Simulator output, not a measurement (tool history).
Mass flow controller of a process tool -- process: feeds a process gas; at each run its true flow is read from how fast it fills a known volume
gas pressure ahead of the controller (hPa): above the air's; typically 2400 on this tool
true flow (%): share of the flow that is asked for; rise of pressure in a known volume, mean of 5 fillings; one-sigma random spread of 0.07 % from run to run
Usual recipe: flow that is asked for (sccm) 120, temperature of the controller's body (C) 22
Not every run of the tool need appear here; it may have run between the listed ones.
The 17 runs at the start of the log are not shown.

run,hour,flow that is asked for (sccm),gas pressure ahead of the controller (hPa),temperature of the controller's body (C),true flow (%)
18,1382.8,120,2400,24,98.63
19,1444.5,169,2400,30,98.64
20,1537.5,120,2250,26,98.35
21,1592.0,120,2250,26,98.37
22,1701.5,151,2240,29,98.29
23,1756.1,151,2240,29,98.25
24,1850.8,120,1560,32,97.22
25,1949.7,21,1500,38,94.91
26,2026.0,21,1500,38,94.87
27,2119.3,120,2400,27,98.06
28,2189.0,162,1900,27,98.40
29,2293.5,25,2070,35,95.48
30,2350.2,25,2070,34,95.57
# hour 2406.5: gauge calibrated
31,2415.8,120,1920,21,99.14
32,2475.4,120,1920,21,99.12
33,2541.4,95,2370,26,98.28
34,2619.5,138,1710,22,99.13
35,2702.0,138,1710,22,99.14
36,2779.8,76,2200,20,98.69

Branching from run 36: 4 alternative next runs. What would each branch give?
A,2887.7,156,2200,22,?
B,2887.7,106,1650,33,?
C,2887.7,76,2580,20,?
D,2887.7,33,2280,22,?

run,true flow (%)
A,99.67
B,97.33
C,98.76
D,97.73
Without the tool's hidden state the same runs would have given:
run,true flow (%)
A,99.82
B,97.47
C,98.90
D,97.87

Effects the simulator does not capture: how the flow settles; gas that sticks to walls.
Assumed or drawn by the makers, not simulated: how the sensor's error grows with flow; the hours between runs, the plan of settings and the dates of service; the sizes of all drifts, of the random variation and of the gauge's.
